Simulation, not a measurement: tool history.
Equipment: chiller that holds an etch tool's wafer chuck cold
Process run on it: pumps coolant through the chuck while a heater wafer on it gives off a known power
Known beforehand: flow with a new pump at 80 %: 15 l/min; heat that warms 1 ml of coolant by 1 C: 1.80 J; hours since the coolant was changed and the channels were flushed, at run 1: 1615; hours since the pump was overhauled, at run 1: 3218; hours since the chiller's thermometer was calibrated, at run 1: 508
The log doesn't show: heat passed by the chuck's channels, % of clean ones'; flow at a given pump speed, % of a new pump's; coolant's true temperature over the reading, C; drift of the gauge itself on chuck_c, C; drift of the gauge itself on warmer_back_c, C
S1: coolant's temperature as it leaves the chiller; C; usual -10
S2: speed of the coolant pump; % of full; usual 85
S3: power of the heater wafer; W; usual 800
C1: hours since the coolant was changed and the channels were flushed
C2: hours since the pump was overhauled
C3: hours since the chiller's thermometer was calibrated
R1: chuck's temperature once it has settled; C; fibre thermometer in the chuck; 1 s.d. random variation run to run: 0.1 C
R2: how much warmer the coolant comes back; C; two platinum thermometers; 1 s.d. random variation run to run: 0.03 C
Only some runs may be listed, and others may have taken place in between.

Run 1, hour 0: usual settings; C1 1615; C2 3218; C3 508. Result: R1 -1.6 C, R2 1.65 C.
Run 2, hour 41.8: usual settings; C1 1657; C2 3260; C3 550. Result: R1 -1.4 C, R2 1.61 C.
Run 3, hour 96.6: usual settings but S3 775 W; C1 1712; C2 3315; C3 605. Result: R1 -1.9 C, R2 1.61 C.
Run 4, hour 122.5: usual settings but S3 775 W; C1 1738; C2 3341; C3 631. Result: R1 -1.7 C, R2 1.61 C.
Run 5, hour 151.1: usual settings; C1 1767; C2 3369; C3 659. Result: R1 -1.6 C, R2 1.65 C.
Run 6, hour 200.6: usual settings but S1 -2 C; C1 1816; C2 3419; C3 709. Result: R1 6.5 C, R2 1.72 C.
Run 7, hour 236: usual settings but S1 -2 C; C1 1851; C2 3454; C3 744. Result: R1 6.6 C, R2 1.65 C.
Run 8, hour 272.9: usual settings but S1 -2 C; C1 1888; C2 3491; C3 781. Result: R1 6.4 C, R2 1.64 C.
Run 9, hour 319.7: usual settings but S1 -2 C; C1 1935; C2 3538; C3 828. Result: R1 6.6 C, R2 1.66 C.
Run 10, hour 351.6: usual settings but S1 -2 C; C1 1967; C2 3570; C3 860. Result: R1 6.5 C, R2 1.64 C.
Run 11, hour 399: usual settings but S1 -2 C; C1 2014; C2 3617; C3 907. Result: R1 6.4 C, R2 1.63 C.
Run 12, hour 430.7: usual settings but S1 -2 C, S3 461 W; C1 2046; C2 3649; C3 939. Result: R1 3 C, R2 0.99 C.
Run 13, hour 477: usual settings; C1 2092; C2 3695; C3 985. Result: R1 -1.4 C, R2 1.7 C.
Run 14, hour 503.1: usual settings; C1 2119; C2 3721; C3 1011. Result: R1 -1.5 C, R2 1.71 C.
Run 15, hour 545.8: usual settings; C1 2161; C2 3764; C3 1054. Result: R1 -1.6 C, R2 1.62 C.
Run 16, hour 590.8: usual settings; C1 2206; C2 3809; C3 1099. Result: R1 -1.5 C, R2 1.64 C.
Run 17, hour 639.1: usual settings but S1 -5 C; C1 2255; C2 3857; C3 1147. Result: R1 3.5 C, R2 1.65 C.
Run 18, hour 700.9: usual settings but S1 -5 C, S2 84 % of full, S3 791 W; C1 2316; C2 3919; C3 1209. Result: R1 3.6 C, R2 1.69 C.
Run 19, hour 751.8: usual settings but S1 -19 C, S2 70 % of full, S3 791 W; C1 2367; C2 3970; C3 1260. Result: R1 -9.1 C, R2 2.07 C.
Run 20, hour 798.2: usual settings but S1 -13 C, S2 69 % of full, S3 666 W; C1 2414; C2 4016; C3 1306. Result: R1 -4.3 C, R2 1.76 C.
Run 21, hour 831.6: usual settings but S1 -13 C, S2 69 % of full, S3 666 W; C1 2447; C2 4050; C3 1340. Result: R1 -4.6 C, R2 1.73 C.
Run 22, hour 871: usual settings but S1 -13 C, S2 69 % of full, S3 666 W; C1 2486; C2 4089; C3 1379. Result: R1 -4.4 C, R2 1.73 C.
Run 23, hour 904.3: usual settings but S1 -9 C, S2 76 % of full, S3 483 W; C1 2520; C2 4122; C3 1412. Result: R1 -3.3 C, R2 1.11 C.
Run 24, hour 941.6: usual settings but S1 -9 C, S2 63 % of full, S3 1058 W; C1 2557; C2 4160; C3 1450. Result: R1 5.5 C, R2 3.01 C.
Run 25, hour 986: usual settings but S1 -9 C, S2 63 % of full, S3 1058 W; C1 2601; C2 4204; C3 1494. Result: R1 5.5 C, R2 3.02 C.
Run 26, hour 1047.4: usual settings but S1 -12 C, S2 76 % of full, S3 887 W; C1 2663; C2 4265; C3 1556. Result: R1 -1.8 C, R2 2.12 C.
Run 27, hour 1080.2: usual settings but S1 -12 C, S2 76 % of full, S3 887 W; C1 2696; C2 4298; C3 1588. Result: R1 -1.6 C, R2 2.05 C.
Run 28, hour 1128.8: usual settings but S1 -4 C, S2 63 % of full; C1 2744; C2 4347; C3 1637. Result: R1 6.8 C, R2 2.22 C.
Run 29, hour 1156.1: usual settings but S1 -4 C, S2 63 % of full; C1 2772; C2 4374; C3 1664. Result: R1 6.8 C, R2 2.28 C.
Run 30, hour 1199: usual settings but S1 -17 C, S2 77 % of full, S3 1140 W; C1 2815; C2 4417; C3 1707. Result: R1 -3.7 C, R2 2.65 C.
Run 31, hour 1233.2: usual settings but S1 -17 C, S2 77 % of full, S3 813 W; C1 2849; C2 4451; C3 1741. Result: R1 -7.7 C, R2 1.85 C.
Run 32, hour 1285.1: usual settings but S1 -17 C, S2 77 % of full, S3 813 W; C1 2901; C2 4503; C3 1793. Result: R1 -7.7 C, R2 1.85 C.
Run 33, hour 1334.4: usual settings but S1 -6 C, S2 68 % of full, S3 813 W; C1 2950; C2 4552; C3 1843. Result: R1 4.4 C, R2 2.1 C.

Here are 3 independent what-if runs from the current tool condition. What would each one return?
Run A, hour 1372.1: usual settings but S1 -5 C, S2 96 % of full, S3 1188 W; C1 2988; C2 4590; C3 1880. Result: R1 ?, R2 ?.
Run B, hour 1372.1: usual settings but S1 -11 C, S2 79 % of full, S3 954 W; C1 2988; C2 4590; C3 1880. Result: R1 ?, R2 ?.
Run C, hour 1372.1: usual settings but S1 -2 C, S2 92 % of full, S3 708 W; C1 2988; C2 4590; C3 1880. Result: R1 ?, R2 ?.

run    R1    R2
  A   6.5  2.22
  B  -0.2  2.13
  C   4.9  1.37
What these runs would have given with no unlogged condition in the tool:
run    R1    R2
  A   6.4  2.22
  B  -0.2  2.13
  C   4.9  1.37

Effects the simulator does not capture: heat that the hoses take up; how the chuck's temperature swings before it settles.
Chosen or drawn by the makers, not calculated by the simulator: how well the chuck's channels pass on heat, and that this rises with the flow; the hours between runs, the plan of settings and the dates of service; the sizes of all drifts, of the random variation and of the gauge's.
